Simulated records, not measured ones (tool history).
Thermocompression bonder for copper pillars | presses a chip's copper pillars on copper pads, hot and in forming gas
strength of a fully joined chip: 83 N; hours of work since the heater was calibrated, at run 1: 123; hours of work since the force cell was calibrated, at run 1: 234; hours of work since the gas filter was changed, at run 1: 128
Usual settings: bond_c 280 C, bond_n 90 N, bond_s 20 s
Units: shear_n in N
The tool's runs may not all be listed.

run     day  bond_c  bond_n  bond_s  hours of work since the heater was calibrated  hours of work since the force cell was calibrated  hours of work since the gas filter was changed  shear_n
  1   0.000     280      90      20                                            123                                                234                                             128     45.0
  2   0.658     280      90      17                                            130                                                241                                             135     42.4
      1.554  -- forming gas filter changed
  3   1.688     280      90      17                                            141                                                252                                               1     47.3
  4   2.667     280      90      17                                            151                                                262                                              12     47.5
  5   3.908     280      90      17                                            165                                                276                                              25     47.6
  6   4.829     280      90      17                                            174                                                286                                              35     47.3
  7   6.058     280      91      20                                            188                                                299                                              49     49.6
  8   6.754     280      91      20                                            195                                                306                                              56     50.4
  9   7.446     281      90      20                                            203                                                314                                              64     49.2
 10   8.542     281      90      20                                            214                                                326                                              75     47.8
 11   9.538     280      90      17                                            225                                                336                                              86     44.2
 12  10.075     280      90      20                                            231                                                342                                              92     47.2
 13  11.279     280      90      20                                            244                                                355                                             105     45.3
 14  12.192     280      90      57                                            254                                                365                                             115     59.4
 15  13.104     280      90      57                                            264                                                375                                             125     58.3
     13.258  -- force cell calibrated
 16  14.062     254      90      57                                            273                                                  9                                             134     44.8
 17  14.629     280      90      20                                            279                                                 15                                             140     44.3
     15.008  -- forming gas filter changed
 18  15.638     280      90      36                                            290                                                 25                                               7     57.0
 19  16.488     280      90      31                                            299                                                 35                                              16     54.5
 20  17.292     280      90      31                                            308                                                 43                                              25     55.4
     17.912  -- force cell calibrated, once more
 21  17.912     290      90      29                                            314                                                  0                                              31     60.9
 22  18.550     290      90      54                                            321                                                  7                                              38     69.6
 23  19.200     305     131      54                                            328                                                 14                                              45     77.6
 24  19.942     256     107      10                                            336                                                 22                                              53     34.1
 25  20.904     283      90      10                                            346                                                 32                                              63     38.9
 26  21.696     283      66      29                                            355                                                 41                                              71     42.3
 27  22.246     283      66      29                                            361                                                 47                                              77     40.9
 28  22.821     283      66      29                                            367                                                 53                                              84     40.9
 29  23.883     283      66      29                                            378                                                 64                                              95     41.6
 30  24.683     267      90      20                                            387                                                 73                                             104     38.3
 31  25.517     267      86      17                                            396                                                 82                                             113     36.3
 32  26.612     289      70      20                                            408                                                 94                                             125     40.2
 33  27.433     280      90      44                                            417                                                103                                             133     55.2
 34  27.971     306      82      20                                            423                                                108                                             139     54.5
     28.425  -- forming gas filter changed
 35  28.954     278      80      10                                            433                                                119                                               6     34.7
 36  29.829     292      70      14                                            442                                                128                                              15     40.0
 37  30.438     280      92      15                                            449                                                135                                              22     45.3
 38  31.638     280      94      25                                            462                                                148                                              35     53.3
 39  32.362     280      94      25                                            470                                                156                                              43     54.7

Forecast each of these 5 alternatives for the next run:
  A  33.312     251      58      46                                            480                                                166                                              53        ?
  B  33.312     283      94      25                                            480                                                166                                              53        ?
  C  33.312     280     100      25                                            480                                                166                                              53        ?
  D  33.312     280     119      44                                            480                                                166                                              53        ?
  E  33.312     280      94      40                                            480                                                166                                              53        ?

run  shear_n
  A     28.1
  B     54.4
  C     54.1
  D     70.0
  E     60.5
Without the tool's hidden state the same runs would have given:
run  shear_n
  A     30.6
  B     58.2
  C     58.0
  D     74.1
  E     64.6
